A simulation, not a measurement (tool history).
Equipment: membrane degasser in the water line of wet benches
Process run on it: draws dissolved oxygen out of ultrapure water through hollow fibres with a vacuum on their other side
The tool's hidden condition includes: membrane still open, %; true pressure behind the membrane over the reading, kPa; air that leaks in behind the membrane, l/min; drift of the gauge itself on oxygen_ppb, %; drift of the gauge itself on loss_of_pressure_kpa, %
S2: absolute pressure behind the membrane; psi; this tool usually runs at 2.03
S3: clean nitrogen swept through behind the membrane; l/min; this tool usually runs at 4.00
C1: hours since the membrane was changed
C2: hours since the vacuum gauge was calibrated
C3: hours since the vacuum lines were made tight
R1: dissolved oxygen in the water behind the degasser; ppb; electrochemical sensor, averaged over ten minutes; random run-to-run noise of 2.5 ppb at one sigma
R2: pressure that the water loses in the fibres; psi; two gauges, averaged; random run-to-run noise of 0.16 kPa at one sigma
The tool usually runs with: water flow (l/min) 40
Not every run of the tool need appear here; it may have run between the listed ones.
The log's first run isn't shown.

run 2 hour=116.5 | water_flow_(l/min)=40 S2=2.03 S3=4.00 | C1=878 C2=3386 C3=5580 | R1=330.9 R2=3.925
run 3 hour=212.3 | water_flow_(l/min)=40 S2=2.03 S3=4.00 | C1=974 C2=3482 C3=5676 | R1=327.7 R2=3.945
run 4 hour=379.8 | water_flow_(l/min)=47 S2=2.03 S3=4.00 | C1=1141 C2=3649 C3=5843 | R1=395.0 R2=4.637
run 5 hour=585.1 | water_flow_(l/min)=40 S2=3.81 S3=4.00 | C1=1347 C2=3854 C3=6049 | R1=597.2 R2=3.954
run 6 hour=738.5 | water_flow_(l/min)=40 S2=3.81 S3=4.00 | C1=1500 C2=4008 C3=6202 | R1=592.6 R2=3.964
run 7 hour=886.5 | water_flow_(l/min)=40 S2=3.81 S3=4.00 | C1=1648 C2=4156 C3=6350 | R1=584.1 R2=3.954
run 8 hour=1042.5 | water_flow_(l/min)=40 S2=1.22 S3=4.00 | C1=1804 C2=4312 C3=6506 | R1=203.1 R2=3.996
run 9 hour=1275.4 | water_flow_(l/min)=40 S2=4.12 S3=4.00 | C1=2037 C2=4545 C3=6739 | R1=646.3 R2=3.978
run 10 hour=1383.2 | water_flow_(l/min)=40 S2=4.12 S3=3.19 | C1=2145 C2=4653 C3=6847 | R1=768.1 R2=3.946
run 11 hour=1478.0 | water_flow_(l/min)=40 S2=4.12 S3=3.19 | C1=2239 C2=4747 C3=6942 | R1=762.8 R2=3.983
run 12 hour=1606.2 | water_flow_(l/min)=40 S2=4.12 S3=3.19 | C1=2368 C2=4876 C3=7070 | R1=757.3 R2=3.936
-- hour=1624.6 vacuum gauge calibrated
run 13 hour=1829.5 | water_flow_(l/min)=40 S2=2.03 S3=10.58 | C1=2590 C2=205 C3=7293 | R1=184.4 R2=3.984
run 14 hour=1926.5 | water_flow_(l/min)=40 S2=2.03 S3=4.00 | C1=2687 C2=302 C3=7390 | R1=334.9 R2=3.991
run 15 hour=2040.6 | water_flow_(l/min)=40 S2=2.03 S3=4.00 | C1=2802 C2=416 C3=7504 | R1=337.7 R2=3.986
-- hour=2075.7 vacuum gauge calibrated, once more
run 16 hour=2242.6 | water_flow_(l/min)=59 S2=3.36 S3=4.57 | C1=3003 C2=167 C3=7705 | R1=700.0 R2=5.922
run 17 hour=2462.6 | water_flow_(l/min)=59 S2=1.52 S3=4.57 | C1=3223 C2=387 C3=7925 | R1=357.7 R2=5.862
run 18 hour=2671.5 | water_flow_(l/min)=53 S2=2.03 S3=9.79 | C1=3432 C2=596 C3=8134 | R1=271.1 R2=5.321
run 19 hour=2887.1 | water_flow_(l/min)=25 S2=4.90 S3=3.19 | C1=3648 C2=811 C3=8350 | R1=585.7 R2=2.522
run 20 hour=3023.1 | water_flow_(l/min)=25 S2=4.90 S3=3.19 | C1=3784 C2=947 C3=8486 | R1=590.8 R2=2.480

What will run 21 give?
run 21 hour=3125.2 | water_flow_(l/min)=25 S2=4.90 S3=3.19 | C1=3886 C2=1050 C3=8588 | R1=? R2=?

For run 21 the tool returned R1 589.9 ppb, R2 2.498 psi.
Had the tool carried no hidden state, the very same run would have given R1 568.8 ppb, R2 2.422 psi.
